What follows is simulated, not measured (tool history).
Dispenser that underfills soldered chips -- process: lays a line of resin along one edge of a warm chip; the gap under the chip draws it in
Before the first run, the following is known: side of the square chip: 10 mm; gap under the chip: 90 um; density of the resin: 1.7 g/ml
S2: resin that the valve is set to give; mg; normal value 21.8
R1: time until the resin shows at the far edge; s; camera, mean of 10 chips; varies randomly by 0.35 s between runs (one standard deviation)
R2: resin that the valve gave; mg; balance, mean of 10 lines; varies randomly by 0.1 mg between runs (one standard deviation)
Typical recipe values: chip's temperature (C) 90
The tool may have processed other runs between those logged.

{"run": 1, "hour": 0.0, "chip's temperature (C)": 90, "S2": 21.8, "R1": 19.2, "R2": 21.14}
{"run": 2, "hour": 3.9, "chip's temperature (C)": 90, "S2": 25, "R1": 23.4, "R2": 24.35}
{"run": 3, "hour": 7.0, "chip's temperature (C)": 90, "S2": 21.8, "R1": 29.7, "R2": 21.07}
{"run": 4, "hour": 11.6, "chip's temperature (C)": 90, "S2": 21.8, "R1": 38.3, "R2": 20.98}
{"hour": 13.2, "done": "new syringe of resin"}
{"run": 5, "hour": 15.6, "chip's temperature (C)": 90, "S2": 21.8, "R1": 20.8, "R2": 20.97}
{"run": 6, "hour": 19.6, "chip's temperature (C)": 96, "S2": 21.8, "R1": 22.3, "R2": 20.9}
{"run": 7, "hour": 24.4, "chip's temperature (C)": 96, "S2": 21.8, "R1": 29.8, "R2": 21.02}
{"hour": 26.8, "done": "new syringe of resin"}
{"run": 8, "hour": 28.0, "chip's temperature (C)": 98, "S2": 21.8, "R1": 15.8, "R2": 20.99}
{"run": 9, "hour": 31.0, "chip's temperature (C)": 104, "S2": 21.8, "R1": 15.9, "R2": 20.6}
{"run": 10, "hour": 34.7, "chip's temperature (C)": 90, "S2": 21.8, "R1": 29.4, "R2": 20.76}
{"run": 11, "hour": 38.0, "chip's temperature (C)": 90, "S2": 21.8, "R1": 36.5, "R2": 20.76}
{"hour": 40.5, "done": "new syringe of resin"}
{"run": 12, "hour": 41.6, "chip's temperature (C)": 90, "S2": 21.8, "R1": 20.1, "R2": 20.71}
{"hour": 43.3, "done": "dispensing valve cleaned and set on the balance"}
{"run": 13, "hour": 47.5, "chip's temperature (C)": 90, "S2": 19.3, "R1": 27.1, "R2": 19.03}
{"run": 14, "hour": 49.5, "chip's temperature (C)": 90, "S2": 19.3, "R1": 31.1, "R2": 19.08}
{"run": 15, "hour": 53.4, "chip's temperature (C)": 90, "S2": 21.8, "R1": 37.6, "R2": 21.63}
{"hour": 55.2, "done": "new syringe of resin"}
{"run": 16, "hour": 56.2, "chip's temperature (C)": 90, "S2": 21.8, "R1": 18.9, "R2": 21.57}
{"run": 17, "hour": 60.3, "chip's temperature (C)": 90, "S2": 21.8, "R1": 24.8, "R2": 21.52}
{"run": 18, "hour": 64.4, "chip's temperature (C)": 81, "S2": 20.8, "R1": 42.7, "R2": 20.47}
{"hour": 68.8, "done": "new syringe of resin"}
{"run": 19, "hour": 69.6, "chip's temperature (C)": 81, "S2": 20.8, "R1": 26.1, "R2": 20.24}
{"run": 20, "hour": 71.7, "chip's temperature (C)": 81, "S2": 20.8, "R1": 29.5, "R2": 20.25}
{"run": 21, "hour": 76.3, "chip's temperature (C)": 81, "S2": 20.8, "R1": 40, "R2": 20.42}
{"run": 22, "hour": 80.4, "chip's temperature (C)": 81, "S2": 20.8, "R1": 50.9, "R2": 20.3}
{"hour": 82.4, "done": "new syringe of resin"}
{"run": 23, "hour": 85.2, "chip's temperature (C)": 90, "S2": 18.6, "R1": 22.3, "R2": 18.16}
{"run": 24, "hour": 89.8, "chip's temperature (C)": 90, "S2": 18.6, "R1": 30.3, "R2": 18.12}
{"run": 25, "hour": 92.4, "chip's temperature (C)": 90, "S2": 18.6, "R1": 35.8, "R2": 17.91}
{"hour": 95.9, "done": "new syringe of resin"}
{"run": 26, "hour": 95.9, "chip's temperature (C)": 90, "S2": 18.6, "R1": 20, "R2": 17.88}
{"run": 27, "hour": 100.3, "chip's temperature (C)": 78, "S2": 20.1, "R1": 37.5, "R2": 19.38}
{"run": 28, "hour": 103.2, "chip's temperature (C)": 78, "S2": 20.1, "R1": 44, "R2": 19.28}
{"run": 29, "hour": 107.1, "chip's temperature (C)": 103, "S2": 21.8, "R1": 24.3, "R2": 20.82}
{"hour": 109.4, "done": "new syringe of resin"}
{"run": 30, "hour": 109.6, "chip's temperature (C)": 103, "S2": 21.8, "R1": 12.5, "R2": 20.9}
{"run": 31, "hour": 112.8, "chip's temperature (C)": 83, "S2": 23.1, "R1": 28.1, "R2": 21.99}
{"run": 32, "hour": 115.3, "chip's temperature (C)": 90, "S2": 19.4, "R1": 27.2, "R2": 18.54}
{"run": 33, "hour": 118.3, "chip's temperature (C)": 90, "S2": 27.3, "R1": 30.5, "R2": 25.77}
{"run": 34, "hour": 121.8, "chip's temperature (C)": 92, "S2": 22.1, "R1": 37.5, "R2": 20.96}

For each run, the measured value with the value that run would have given without the tool's hidden condition subtracted. The run-to-run variation is shared by both, the gauge scatter possibly not:
Hidden state present: resin's viscosity, % of fresh resin's; dose that the valve gives, % of what is set; true chip temperature over the reading, C; drift of the gauge itself on fill_s, %; drift of the gauge itself on given_mg, %.
run=1 R1=+0.9 R2=-0.55
run=2 R1=+5.7 R2=-0.7
run=3 R1=+11.2 R2=-0.65
run=4 R1=+20.1 R2=-0.7
run=5 R1=+2.9 R2=-0.75
run=6 R1=+7.2 R2=-0.8
run=7 R1=+14.5 R2=-0.87
run=8 R1=+1.3 R2=-0.91
run=9 R1=+3.7 R2=-0.93
run=10 R1=+11.5 R2=-0.99
run=11 R1=+18.2 R2=-1.04
run=12 R1=+1.5 R2=-1.09
run=13 R1=+8.1 R2=-0.12
run=14 R1=+11.9 R2=-0.16
run=15 R1=+19.2 R2=-0.22
run=16 R1=+0.8 R2=-0.25
run=17 R1=+6.2 R2=-0.3
run=18 R1=+17.8 R2=-0.34
run=19 R1=+1.9 R2=-0.41
run=20 R1=+5.2 R2=-0.44
run=21 R1=+15.1 R2=-0.5
run=22 R1=+26 R2=-0.54
run=23 R1=+3.4 R2=-0.53
run=24 R1=+10.7 R2=-0.59
run=25 R1=+15.9 R2=-0.61
run=26 R1=+0.5 R2=-0.64
run=27 R1=+9.7 R2=-0.76
run=28 R1=+16.4 R2=-0.79
run=29 R1=+12.6 R2=-0.91
run=30 R1=+0.3 R2=-0.95
run=31 R1=+5.4 R2=-1.04
run=32 R1=+8.4 R2=-0.91
run=33 R1=+12.7 R2=-1.31
run=34 R1=+19.6 R2=-1.12

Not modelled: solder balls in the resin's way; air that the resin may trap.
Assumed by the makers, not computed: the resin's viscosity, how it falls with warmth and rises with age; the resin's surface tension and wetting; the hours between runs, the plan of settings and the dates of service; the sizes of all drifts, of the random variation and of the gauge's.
